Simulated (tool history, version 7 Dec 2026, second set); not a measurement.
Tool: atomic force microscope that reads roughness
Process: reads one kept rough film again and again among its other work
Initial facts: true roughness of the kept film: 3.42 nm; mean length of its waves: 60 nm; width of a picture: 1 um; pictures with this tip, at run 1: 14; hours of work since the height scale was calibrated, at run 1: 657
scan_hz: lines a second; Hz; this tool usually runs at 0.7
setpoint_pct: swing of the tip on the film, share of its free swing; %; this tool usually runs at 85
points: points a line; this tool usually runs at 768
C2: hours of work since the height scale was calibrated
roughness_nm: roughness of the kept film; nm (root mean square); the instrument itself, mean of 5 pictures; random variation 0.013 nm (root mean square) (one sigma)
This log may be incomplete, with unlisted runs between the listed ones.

run 1 hour=0 | scan_hz=0.7 setpoint_pct=85 points=768 | pictures_with_this_tip=14 C2=657 | roughness_nm=3.133
-- hour=65.1 new tip fitted
run 2 hour=75 | scan_hz=0.7 setpoint_pct=85 points=552 | pictures_with_this_tip=14 C2=687 | roughness_nm=3.149
-- hour=141 new tip fitted
run 3 hour=152.1 | scan_hz=0.7 setpoint_pct=85 points=727 | pictures_with_this_tip=15 C2=718 | roughness_nm=3.17
-- hour=211.7 new tip fitted
run 4 hour=223.5 | scan_hz=0.7 setpoint_pct=85 points=727 | pictures_with_this_tip=16 C2=747 | roughness_nm=3.156
run 5 hour=258.2 | scan_hz=0.7 setpoint_pct=85 points=727 | pictures_with_this_tip=63 C2=761 | roughness_nm=3.084
-- hour=284.5 new tip fitted
run 6 hour=292.3 | scan_hz=0.7 setpoint_pct=78 points=768 | pictures_with_this_tip=10 C2=774 | roughness_nm=3.205
-- hour=296.7 height scale calibrated on a step standard
run 7 hour=342 | scan_hz=0.7 setpoint_pct=78 points=768 | pictures_with_this_tip=76 C2=18 | roughness_nm=3.053
-- hour=361.9 new tip fitted
run 8 hour=403.9 | scan_hz=0.7 setpoint_pct=75 points=349 | pictures_with_this_tip=56 C2=43 | roughness_nm=3.158
-- hour=434.9 new tip fitted
run 9 hour=466.6 | scan_hz=0.7 setpoint_pct=85 points=523 | pictures_with_this_tip=42 C2=69 | roughness_nm=3.104
-- hour=505.6 new tip fitted
-- hour=541.5 height scale calibrated on a step standard, once more
run 10 hour=548.3 | scan_hz=1.16 setpoint_pct=57 points=709 | pictures_with_this_tip=56 C2=3 | roughness_nm=3.167
-- hour=579.4 new tip fitted
run 11 hour=582.3 | scan_hz=1.311 setpoint_pct=77 points=670 | pictures_with_this_tip=3 C2=16 | roughness_nm=3.153

Predict each of these 4 candidate next runs independently; none follows another, all start after run 11:
-- hour=651.9 new tip fitted
run A hour=651.9 | scan_hz=3.435 setpoint_pct=76 points=639 | pictures_with_this_tip=0 C2=44 | roughness_nm=?
-- hour=651.9 new tip fitted
run B hour=651.9 | scan_hz=1.311 setpoint_pct=77 points=384 | pictures_with_this_tip=0 C2=44 | roughness_nm=?
-- hour=651.9 new tip fitted
run C hour=651.9 | scan_hz=0.854 setpoint_pct=69 points=670 | pictures_with_this_tip=0 C2=44 | roughness_nm=?
-- hour=651.9 new tip fitted
run D hour=651.9 | scan_hz=0.7 setpoint_pct=85 points=339 | pictures_with_this_tip=0 C2=44 | roughness_nm=?

run=A roughness_nm=2.945
run=B roughness_nm=3.145
run=C roughness_nm=3.215
run=D roughness_nm=3.194
Had the tool no hidden state, the same runs would have come out as:
run=A roughness_nm=2.945
run=B roughness_nm=3.145
run=C roughness_nm=3.214
run=D roughness_nm=3.194
